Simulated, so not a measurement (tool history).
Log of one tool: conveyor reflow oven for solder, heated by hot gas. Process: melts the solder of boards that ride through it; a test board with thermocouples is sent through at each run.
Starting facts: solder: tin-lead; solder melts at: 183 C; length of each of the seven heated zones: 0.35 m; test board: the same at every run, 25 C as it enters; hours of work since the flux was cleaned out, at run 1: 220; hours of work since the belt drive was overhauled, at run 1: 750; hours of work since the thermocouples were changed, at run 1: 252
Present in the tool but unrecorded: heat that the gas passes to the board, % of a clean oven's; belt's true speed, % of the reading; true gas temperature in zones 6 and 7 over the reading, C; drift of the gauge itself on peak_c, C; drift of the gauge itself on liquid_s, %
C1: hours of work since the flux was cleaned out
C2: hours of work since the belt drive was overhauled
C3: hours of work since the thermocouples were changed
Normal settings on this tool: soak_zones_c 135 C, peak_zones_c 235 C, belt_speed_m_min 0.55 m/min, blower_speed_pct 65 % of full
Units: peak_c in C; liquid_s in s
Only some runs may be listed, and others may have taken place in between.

{"run": 1, "day": 0.0, "soak_zones_c": 135, "peak_zones_c": 235, "belt_speed_m_min": 0.55, "blower_speed_pct": 65, "C1": 220, "C2": 750, "C3": 252, "peak_c": 214.7, "liquid_s": 54}
{"run": 2, "day": 0.712, "soak_zones_c": 135, "peak_zones_c": 235, "belt_speed_m_min": 0.55, "blower_speed_pct": 65, "C1": 228, "C2": 758, "C3": 259, "peak_c": 214.4, "liquid_s": 54.2}
{"run": 3, "day": 1.221, "soak_zones_c": 135, "peak_zones_c": 235, "belt_speed_m_min": 0.55, "blower_speed_pct": 65, "C1": 233, "C2": 764, "C3": 265, "peak_c": 214.4, "liquid_s": 54.2}
{"run": 4, "day": 1.858, "soak_zones_c": 135, "peak_zones_c": 235, "belt_speed_m_min": 0.55, "blower_speed_pct": 65, "C1": 240, "C2": 771, "C3": 272, "peak_c": 214.4, "liquid_s": 54}
{"run": 5, "day": 2.533, "soak_zones_c": 135, "peak_zones_c": 237, "belt_speed_m_min": 0.55, "blower_speed_pct": 65, "C1": 248, "C2": 778, "C3": 279, "peak_c": 215.8, "liquid_s": 55}
{"run": 6, "day": 2.904, "soak_zones_c": 135, "peak_zones_c": 237, "belt_speed_m_min": 0.55, "blower_speed_pct": 65, "C1": 252, "C2": 782, "C3": 284, "peak_c": 215.8, "liquid_s": 55.1}
{"run": 7, "day": 3.533, "soak_zones_c": 135, "peak_zones_c": 237, "belt_speed_m_min": 0.55, "blower_speed_pct": 65, "C1": 259, "C2": 789, "C3": 290, "peak_c": 215.6, "liquid_s": 55.2}
{"run": 8, "day": 4.167, "soak_zones_c": 135, "peak_zones_c": 237, "belt_speed_m_min": 0.55, "blower_speed_pct": 65, "C1": 266, "C2": 796, "C3": 297, "peak_c": 215.6, "liquid_s": 55.4}
{"run": 9, "day": 4.917, "soak_zones_c": 135, "peak_zones_c": 235, "belt_speed_m_min": 0.55, "blower_speed_pct": 59, "C1": 274, "C2": 804, "C3": 306, "peak_c": 211.3, "liquid_s": 50.1}
{"run": 10, "day": 5.508, "soak_zones_c": 135, "peak_zones_c": 235, "belt_speed_m_min": 0.55, "blower_speed_pct": 59, "C1": 281, "C2": 811, "C3": 312, "peak_c": 211.8, "liquid_s": 50.9}
{"run": 11, "day": 6.154, "soak_zones_c": 135, "peak_zones_c": 235, "belt_speed_m_min": 0.55, "blower_speed_pct": 59, "C1": 288, "C2": 818, "C3": 319, "peak_c": 211.5, "liquid_s": 50.9}
{"run": 12, "day": 6.817, "soak_zones_c": 135, "peak_zones_c": 235, "belt_speed_m_min": 0.55, "blower_speed_pct": 59, "C1": 295, "C2": 825, "C3": 326, "peak_c": 211.2, "liquid_s": 50.6}
{"run": 13, "day": 7.5, "soak_zones_c": 135, "peak_zones_c": 235, "belt_speed_m_min": 0.55, "blower_speed_pct": 59, "C1": 302, "C2": 833, "C3": 334, "peak_c": 211.1, "liquid_s": 51.3}
{"run": 14, "day": 7.942, "soak_zones_c": 135, "peak_zones_c": 235, "belt_speed_m_min": 0.55, "blower_speed_pct": 59, "C1": 307, "C2": 837, "C3": 339, "peak_c": 211, "liquid_s": 50.4}
{"run": 15, "day": 8.783, "soak_zones_c": 135, "peak_zones_c": 235, "belt_speed_m_min": 0.541, "blower_speed_pct": 65, "C1": 317, "C2": 847, "C3": 348, "peak_c": 214.4, "liquid_s": 55}
{"run": 16, "day": 9.262, "soak_zones_c": 130, "peak_zones_c": 235, "belt_speed_m_min": 0.529, "blower_speed_pct": 67, "C1": 322, "C2": 852, "C3": 353, "peak_c": 215, "liquid_s": 55.3}
{"run": 17, "day": 10.0, "soak_zones_c": 130, "peak_zones_c": 235, "belt_speed_m_min": 0.529, "blower_speed_pct": 67, "C1": 330, "C2": 860, "C3": 361, "peak_c": 215.1, "liquid_s": 55}
{"run": 18, "day": 10.829, "soak_zones_c": 135, "peak_zones_c": 235, "belt_speed_m_min": 0.559, "blower_speed_pct": 66, "C1": 339, "C2": 869, "C3": 371, "peak_c": 213.5, "liquid_s": 52.1}
{"run": 19, "day": 11.183, "soak_zones_c": 135, "peak_zones_c": 235, "belt_speed_m_min": 0.659, "blower_speed_pct": 54, "C1": 343, "C2": 873, "C3": 374, "peak_c": 200.6, "liquid_s": 29.3}
{"run": 20, "day": 11.862, "soak_zones_c": 124, "peak_zones_c": 240, "belt_speed_m_min": 0.518, "blower_speed_pct": 65, "C1": 350, "C2": 881, "C3": 382, "peak_c": 217.9, "liquid_s": 57.4}
{"run": 21, "day": 12.25, "soak_zones_c": 135, "peak_zones_c": 235, "belt_speed_m_min": 0.55, "blower_speed_pct": 81, "C1": 355, "C2": 885, "C3": 386, "peak_c": 219.2, "liquid_s": 58.7}
{"run": 22, "day": 12.775, "soak_zones_c": 128, "peak_zones_c": 243, "belt_speed_m_min": 0.612, "blower_speed_pct": 74, "C1": 360, "C2": 891, "C3": 392, "peak_c": 218.1, "liquid_s": 48.8}
{"run": 23, "day": 13.571, "soak_zones_c": 128, "peak_zones_c": 243, "belt_speed_m_min": 0.612, "blower_speed_pct": 74, "C1": 369, "C2": 899, "C3": 401, "peak_c": 217.9, "liquid_s": 48.8}
{"day": 14.046, "done": "belt drive overhauled, speed set with a stopwatch"}
{"run": 24, "day": 14.417, "soak_zones_c": 128, "peak_zones_c": 243, "belt_speed_m_min": 0.612, "blower_speed_pct": 74, "C1": 377, "C2": 4, "C3": 408, "peak_c": 216.7, "liquid_s": 46.4}
{"run": 25, "day": 15.192, "soak_zones_c": 150, "peak_zones_c": 235, "belt_speed_m_min": 0.567, "blower_speed_pct": 79, "C1": 385, "C2": 13, "C3": 417, "peak_c": 219.3, "liquid_s": 60.9}
{"run": 26, "day": 15.95, "soak_zones_c": 150, "peak_zones_c": 235, "belt_speed_m_min": 0.567, "blower_speed_pct": 79, "C1": 393, "C2": 21, "C3": 425, "peak_c": 219.7, "liquid_s": 61.1}
{"run": 27, "day": 16.679, "soak_zones_c": 150, "peak_zones_c": 235, "belt_speed_m_min": 0.567, "blower_speed_pct": 79, "C1": 401, "C2": 29, "C3": 433, "peak_c": 219, "liquid_s": 61}
{"run": 28, "day": 17.138, "soak_zones_c": 150, "peak_zones_c": 235, "belt_speed_m_min": 0.567, "blower_speed_pct": 79, "C1": 406, "C2": 34, "C3": 438, "peak_c": 219.3, "liquid_s": 60.9}
{"run": 29, "day": 17.829, "soak_zones_c": 150, "peak_zones_c": 223, "belt_speed_m_min": 0.532, "blower_speed_pct": 56, "C1": 414, "C2": 42, "C3": 446, "peak_c": 204.2, "liquid_s": 49}
{"run": 30, "day": 18.475, "soak_zones_c": 135, "peak_zones_c": 230, "belt_speed_m_min": 0.554, "blower_speed_pct": 65, "C1": 421, "C2": 49, "C3": 453, "peak_c": 207.9, "liquid_s": 45.6}

Below are 3 alternative next runs, each starting from the tool's condition after run 30. Predict each:
{"run": "A", "day": 18.858, "soak_zones_c": 145, "peak_zones_c": 235, "belt_speed_m_min": 0.473, "blower_speed_pct": 84, "C1": 425, "C2": 53, "C3": 457, "peak_c": "?", "liquid_s": "?"}
{"run": "B", "day": 18.858, "soak_zones_c": 135, "peak_zones_c": 236, "belt_speed_m_min": 0.595, "blower_speed_pct": 72, "C1": 425, "C2": 53, "C3": 457, "peak_c": "?", "liquid_s": "?"}
{"run": "C", "day": 18.858, "soak_zones_c": 128, "peak_zones_c": 248, "belt_speed_m_min": 0.55, "blower_speed_pct": 65, "C1": 425, "C2": 53, "C3": 457, "peak_c": "?", "liquid_s": "?"}

run=A peak_c=224.4 liquid_s=75.8
run=B peak_c=212.5 liquid_s=46.6
run=C peak_c=221.3 liquid_s=55.6
With no hidden state in the tool, these same runs would have given:
run=A peak_c=226.3 liquid_s=77.5
run=B peak_c=215.8 liquid_s=49.9
run=C peak_c=224.7 liquid_s=58.4
